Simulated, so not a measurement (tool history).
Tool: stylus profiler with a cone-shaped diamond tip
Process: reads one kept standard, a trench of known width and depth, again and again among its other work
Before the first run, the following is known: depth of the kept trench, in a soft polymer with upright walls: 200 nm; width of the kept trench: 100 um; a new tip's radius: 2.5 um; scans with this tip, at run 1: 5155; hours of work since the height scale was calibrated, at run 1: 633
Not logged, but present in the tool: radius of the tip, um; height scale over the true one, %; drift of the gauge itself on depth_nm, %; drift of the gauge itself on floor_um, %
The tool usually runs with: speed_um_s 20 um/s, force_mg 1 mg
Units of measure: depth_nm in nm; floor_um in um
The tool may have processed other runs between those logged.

run   hour  speed_um_s  force_mg  scans with this tip  hours of work since the height scale was calibrated  depth_nm  floor_um
  1      0          20         1                 5155                                                  633    201.55     97.52
  2   36.8          20         1                 5332                                                  654    201.48     97.51
  3   70.6          20      2.31                 5494                                                  674    202.76     97.43
  4   96.3          20      2.31                 5618                                                  689    202.82     97.46
  5  137.9          20      1.34                 5818                                                  714    201.76     97.37
  6  169.3          31         1                 5969                                                  733    201.37     97.35
  7  210.1          31         1                 6166                                                  757    201.48     97.34
  8  235.7          31       0.8                 6289                                                  772    201.16     97.38
  9  260.3          25       0.8                 6407                                                  786     201.2      97.3
 10  288.4          25       0.8                 6542                                                  803    201.22     97.32
 11  316.1          26         1                 6675                                                  819     201.4     97.28
 12  344.2          20         1                 6811                                                  836    201.35     97.33
     348.5  -- height scale calibrated on a step standard
 13  383.2           9         1                 6996                                                   20    201.09     97.34
 14    412           9         1                 7135                                                   37    201.03      97.4
 15  441.2          20         1                 7275                                                   55    201.18     97.29
 16  470.6           8      2.73                 7416                                                   72    202.77     97.37
 17  508.7          19      0.43                 7600                                                   95    200.38      97.2
     522.3  -- height scale calibrated on a step standard, once more
 18  532.6          22      0.51                 7712                                                    6    201.14     97.21
 19  552.5          58      0.51                 7808                                                   18     201.1      97.1
 20  582.6          58      0.51                 7953                                                   36    201.18     96.96
 21  602.2          58      0.94                 8047                                                   47    201.65     97.08
 22  643.2          74      0.94                 8244                                                   71    201.67     97.04
 23    671          27      0.49                 8378                                                   88    201.05     97.07
 24  716.9          32      1.46                 8599                                                  115    202.27     97.18
 25  750.1          32      1.46                 8759                                                  135    202.24     97.13
 26  791.9          33      2.78                 8960                                                  159    203.63     97.14
 27  817.2          25      1.51                 9082                                                  174    202.27     97.13
 28  840.7           8      2.89                 9195                                                  188    203.53     97.19
 29  863.2           8      2.89                 9303                                                  201    203.57     97.18

Measured minus without-hidden-state, run by run (identical run-to-run variation in each term; gauge scatter may differ):
run  depth_nm  floor_um
  1     -0.34     -0.49
  2     -0.35     -0.51
  3     -0.35     -0.52
  4     -0.36     -0.54
  5     -0.36     -0.56
  6     -0.37     -0.56
  7     -0.38     -0.58
  8     -0.38     -0.59
  9     -0.39      -0.6
 10     -0.39     -0.62
 11      -0.4     -0.63
 12      -0.4     -0.64
 13     -0.66     -0.66
 14     -0.67     -0.66
 15     -0.67     -0.68
 16     -0.68     -0.69
 17     -0.68     -0.71
 18     +0.01     -0.71
 19     +0.01     -0.72
 20     +0.01     -0.73
 21        +0     -0.74
 22     -0.01     -0.76
 23     -0.02     -0.77
 24     -0.03     -0.78
 25     -0.03      -0.8
 26     -0.04     -0.81
 27     -0.04     -0.82
 28     -0.05     -0.84
 29     -0.05     -0.84

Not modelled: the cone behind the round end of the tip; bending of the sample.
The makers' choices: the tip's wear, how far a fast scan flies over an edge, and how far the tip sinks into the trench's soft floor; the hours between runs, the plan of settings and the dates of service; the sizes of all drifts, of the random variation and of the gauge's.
